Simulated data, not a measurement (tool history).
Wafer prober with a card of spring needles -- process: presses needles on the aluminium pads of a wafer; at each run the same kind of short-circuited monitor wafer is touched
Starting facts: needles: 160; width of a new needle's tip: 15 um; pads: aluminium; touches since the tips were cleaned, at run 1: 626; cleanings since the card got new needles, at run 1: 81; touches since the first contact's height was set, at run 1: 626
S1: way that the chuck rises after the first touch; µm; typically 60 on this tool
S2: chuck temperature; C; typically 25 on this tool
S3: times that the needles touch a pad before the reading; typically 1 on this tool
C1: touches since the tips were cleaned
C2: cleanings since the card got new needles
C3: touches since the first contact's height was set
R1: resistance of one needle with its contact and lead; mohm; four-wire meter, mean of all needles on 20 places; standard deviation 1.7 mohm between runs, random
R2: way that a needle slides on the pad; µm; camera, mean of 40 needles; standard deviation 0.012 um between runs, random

run    hour  S1   S2  S3    C1   C2      C3   R1    R2
  1       0  60   25   1   626   81     626  172  7.24
       25.9  -- tips cleaned on abrasive film
  2    39.9  60   25   3  4528   82   13442  172  7.22
       55.6  -- tips cleaned on abrasive film
       83.1  -- tips cleaned on abrasive film
      110.5  -- tips cleaned on abrasive film
  3   117.4  60   25   3  2200   85   38270  172  7.24
      142.6  -- tips cleaned on abrasive film
      169.3  -- tips cleaned on abrasive film
  4   169.3  60   52   1    13   87   54937  177  7.25
      196.6  -- tips cleaned on abrasive film
  5   206.9  60   52   1  3298   88   66989  178  7.24
      228.8  -- tips cleaned on abrasive film
      256.6  -- tips cleaned on abrasive film
  6   274.1  60   52   1  5646   90   88574  172  7.23
      287.2  -- tips cleaned on abrasive film
      313.6  -- tips cleaned on abrasive film
  7   314.3  60   25   3   227   92  101450  168  7.26
      341.6  -- tips cleaned on abrasive film
      369.1  -- tips cleaned on abrasive film
  8   369.1  60   25   2     0   94  118999  170  7.25
        398  -- tips cleaned on abrasive film
        425  -- tips cleaned on abrasive film
      441.4  -- height of the first contact set anew
      452.5  -- tips cleaned on abrasive film
  9   452.8  60   36   1   104   97    3639  174  7.25
      479.4  -- tips cleaned on abrasive film
 10   491.1  60   36   1  3770   98   15918  174  7.24
      511.1  -- tips cleaned on abrasive film
      539.8  -- tips cleaned on abrasive film
      567.1  -- tips cleaned on abrasive film
 11   567.1  78   36   1     0  101   40307  175  9.43
      594.7  -- tips cleaned on abrasive film
      624.1  -- tips cleaned on abrasive film
 12   631.7  78   36   1  2427  103   61007  174  9.42
      651.2  -- tips cleaned on abrasive film
      681.1  -- tips cleaned on abrasive film
 13   683.5  65   25   1   793  105   77643  168  7.85
      707.2  -- tips cleaned on abrasive film
        736  -- tips cleaned on abrasive film
      767.8  -- tips cleaned on abrasive film
 14   770.5  43   25   1   881  108  105531  171   5.2
      796.5  -- tips cleaned on abrasive film
      824.7  -- tips cleaned on abrasive film
 15   836.4  44   55   3  3779  110  126687  179  5.33
      854.3  -- tips cleaned on abrasive film
      881.1  -- tips cleaned on abrasive film
      885.7  -- height of the first contact set anew
 16   891.9  62  119   2  3371  112    1995  189  7.49
      910.3  -- tips cleaned on abrasive film
 17   927.5  41   30   1  5537  113   13429  177  4.95
      939.3  -- tips cleaned on abrasive film
      968.8  -- tips cleaned on abrasive film
 18   972.5  41  120   1  1167  115   27848  193  4.94
      999.1  -- tips cleaned on abrasive film
     1026.2  -- tips cleaned on abrasive film
 19  1036.7  60  102   1  3382  117   48444  184  7.23
     1054.5  -- tips cleaned on abrasive film
     1084.8  -- tips cleaned on abrasive film
 20  1089.1  57  102   3  1406  119   65264  185  6.87
     1112.4  -- tips cleaned on abrasive film
     1141.8  -- tips cleaned on abrasive film
 21  1166.8  60   53   3  8036  121   90190  179  7.25
     1173.2  -- tips cleaned on abrasive film
     1204.3  -- tips cleaned on abrasive film
 22  1221.3  60   53   3  5463  123  107680  177  7.26
     1232.4  -- tips cleaned on abrasive film
       1264  -- tips cleaned on abrasive film
 23  1285.3  60   53   3  6857  125  128223  179  7.25
     1295.7  -- tips cleaned on abrasive film
     1322.1  -- tips cleaned on abrasive film
     1327.5  -- height of the first contact set anew
 24  1336.9  50   53   3  4684  127    3026  177  6.06
     1349.8  -- tips cleaned on abrasive film
     1379.5  -- tips cleaned on abrasive film
 25  1386.2  60  114   2  2158  129   18815  184  7.25
     1408.3  -- tips cleaned on abrasive film
     1438.5  -- tips cleaned on abrasive film
 26  1455.2  57  123   3  5361  131   40955  189  6.88
     1466.1  -- tips cleaned on abrasive film
     1496.3  -- tips cleaned on abrasive film
 27  1501.6  64   95   1  1698  133   55833  188  7.74
     1523.2  -- tips cleaned on abrasive film
     1549.8  -- tips cleaned on abrasive film
     1579.1  -- tips cleaned on abrasive film
 28  1579.1  64   95   1     0  136   80692  186  7.73

Consider 3 possible next runs. They are alternatives, not a sequence: every one starts from the tool as it was left by run 28. What does each give?
     1607.1  -- tips cleaned on abrasive film
  A  1631.4  60   28   1  7817  137  97473   ?   ?
     1607.1  -- tips cleaned on abrasive film
  B  1631.4  56   64   2  7817  137  97473   ?   ?
     1607.1  -- tips cleaned on abrasive film
  C  1631.4  59  106   1  7817  137  97473   ?   ?

run   R1    R2
  A  172  7.25
  B  178  6.78
  C  186  7.09
With no hidden state in the tool, these same runs would have given:
run   R1    R2
  A  171  7.25
  B  178  6.78
  C  186  7.09
